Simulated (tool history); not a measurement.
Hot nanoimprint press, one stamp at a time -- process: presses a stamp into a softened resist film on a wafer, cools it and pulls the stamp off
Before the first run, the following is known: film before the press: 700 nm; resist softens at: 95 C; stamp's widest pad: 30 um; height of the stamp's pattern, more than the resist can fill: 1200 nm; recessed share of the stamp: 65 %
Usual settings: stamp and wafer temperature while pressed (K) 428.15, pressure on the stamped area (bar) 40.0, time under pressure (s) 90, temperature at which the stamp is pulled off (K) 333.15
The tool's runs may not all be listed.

run     day  stamp and wafer temperature while pressed (K)  pressure on the stamped area (bar)  time under pressure (s)  temperature at which the stamp is pulled off (K)  resist left under the stamp's widest pad (angstrom)  greatest force while the stamp is pulled off (N)
  1   0.000                                         428.15                                40.0                       90                                            333.15                                                 2724                                               144
  2   1.238                                         428.15                                40.0                       90                                            333.15                                                 2743                                               153
      1.912  -- stamp cleaned and given a new release coat
  3   2.700                                         428.15                                40.0                       90                                            333.15                                                 2723                                               140
  4   4.088                                         428.15                                40.0                       90                                            333.15                                                 2688                                               136
  5   6.496                                         428.15                                40.0                       90                                            333.15                                                 2671                                               142
      7.875  -- stamp cleaned and given a new release coat
  6   8.679                                         428.15                                40.0                       90                                            333.15                                                 2650                                               134
  7  10.225                                         428.15                                40.0                       90                                            333.15                                                 2660                                               130
     11.000  -- press's hydraulic seals changed and the load cell set to zero
  8  13.188                                         428.15                                40.0                       90                                            333.15                                                 2549                                               145
     14.292  -- stamp cleaned and given a new release coat
  9  15.171                                         428.15                                40.0                       90                                            333.15                                                 2523                                               129
 10  17.108                                         428.15                                40.0                       90                                            333.15                                                 2514                                               134
     17.354  -- plate thermocouple calibrated
     20.450  -- stamp cleaned and given a new release coat
 11  20.450                                         428.15                                40.0                       90                                            333.15                                                 2421                                               130
 12  23.138                                         428.15                                40.0                       90                                            333.15                                                 2410                                               132
 13  24.396                                         428.15                                40.0                       90                                            333.15                                                 2396                                               138
     26.496  -- stamp cleaned and given a new release coat
 14  27.550                                         428.15                                40.0                       90                                            333.15                                                 2362                                               125
 15  30.425                                         417.15                                54.8                       46                                            335.15                                                 4019                                               134
     32.629  -- stamp cleaned and given a new release coat
 16  33.025                                         418.15                                54.8                       58                                            328.15                                                 3564                                               135
     34.250  -- plate thermocouple calibrated, once more
 17  35.238                                         428.15                                26.6                      124                                            319.15                                                 3095                                               154
 18  36.775                                         428.15                                26.6                      124                                            319.15                                                 3079                                               156
     38.788  -- stamp cleaned and given a new release coat
 19  38.971                                         438.15                                52.2                       90                                            333.15                                                 1467                                               125
 20  40.396                                         428.15                                40.0                      112                                            333.15                                                 2496                                               134
 21  41.696                                         418.15                                40.0                      145                                            333.15                                                 3603                                               141
 22  42.992                                         437.15                                63.9                      133                                            320.15                                                 1163                                               157
     44.808  -- stamp cleaned and given a new release coat
 23  45.938                                         420.15                                29.9                       52                                            338.15                                                 4902                                               121
 24  48.221                                         421.15                                40.0                       90                                            325.15                                                 3587                                               149
     50.171  -- press's hydraulic seals changed and the load cell set to zero
     51.267  -- stamp cleaned and given a new release coat
     51.608  -- plate thermocouple calibrated
 25  51.608                                         428.15                                41.7                       90                                            333.15                                                 2657                                               128
 26  53.538                                         433.15                                41.7                       90                                            335.15                                                 2084                                               131
 27  56.050                                         438.15                                30.8                       90                                            336.15                                                 2014                                               134
     57.496  -- stamp cleaned and given a new release coat
 28  59.238                                         431.15                                62.1                       90                                            333.15                                                 1734                                               133

Subtracting, for every run, the result it would have given without the tool's unlogged condition from the measured result gives the following. The same run-to-run variation enters both numbers; the gauge's scatter may not:
The hidden state here: true temperature over the reading, C; pressure that arrives at the usual setting, %; grip of the stamp's worn release coat, % over a new coat's; drift of the gauge itself on residual_nm, %; drift of the gauge itself on pull_off_n, %.
run  resist left under the stamp's widest pad (angstrom)  greatest force while the stamp is pulled off (N)
  1                                                  +36                                               +15
  2                                                  +25                                               +20
  3                                                  +13                                                +3
  4                                                   +0                                                +7
  5                                                  -21                                               +16
  6                                                  -40                                                +2
  7                                                  -54                                                +7
  8                                                 -141                                               +17
  9                                                 -156                                                +2
 10                                                 -172                                                +9
 11                                                 -250                                                -2
 12                                                 -273                                                +7
 13                                                 -283                                               +11
 14                                                 -305                                                +0
 15                                                 -506                                               +10
 16                                                 -514                                                -2
 17                                                  +10                                               +10
 18                                                   -7                                               +16
 19                                                   +5                                                +0
 20                                                  -21                                                +5
 21                                                  -58                                               +10
 22                                                   -3                                               +16
 23                                                 -120                                                +3
 24                                                 -133                                               +12
 25                                                  +10                                                +1
 26                                                   -6                                                +7
 27                                                  -22                                               +16
 28                                                  -34                                                +6
